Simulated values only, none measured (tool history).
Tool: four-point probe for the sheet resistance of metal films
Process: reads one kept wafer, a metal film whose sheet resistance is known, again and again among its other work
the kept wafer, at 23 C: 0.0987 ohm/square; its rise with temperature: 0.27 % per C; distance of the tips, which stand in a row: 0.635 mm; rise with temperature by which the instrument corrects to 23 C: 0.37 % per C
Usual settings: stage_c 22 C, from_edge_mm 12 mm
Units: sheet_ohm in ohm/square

run    hour  stage_c  from_edge_mm  sheet_ohm
  1       0       22            12    0.09821
  2    86.8       22            12   0.098221
  3   151.2       22            12    0.09825
  4   206.5       22            12   0.098229
  5   281.8       32            12    0.09729
  6   349.1       18            12   0.098641
  7   413.5       18            12   0.098691
  8   497.7       27            12   0.097822
  9     558       22             4    0.09946
 10     613       22             4   0.099431
 11   669.4       27            36   0.097711
      673.8  -- stage's thermometer calibrated
 12   742.8       27            36   0.097787
 13     792       27            36   0.097797
 14   837.7       29            27    0.09757
      880.7  -- stage's thermometer calibrated, once more
 15   926.1       28            27   0.097556
 16   977.1       26             9   0.097995
 17  1013.9       24             6   0.098526
 18  1099.4       26            12    0.09787

Forecast each of these 5 alternatives for the next run:
  A  1155.4       18            42          ?
  B  1155.4       21            12          ?
  C  1155.4       29            24          ?
  D  1155.4       26             4          ?
  E  1155.4       33            12          ?

run  sheet_ohm
  A    0.09858
  B   0.098415
  C   0.097507
  D   0.099093
  E   0.097277
Without the tool's hidden state the same runs would have given:
run  sheet_ohm
  A   0.099235
  B   0.099069
  C   0.098154
  D   0.099751
  E   0.097923
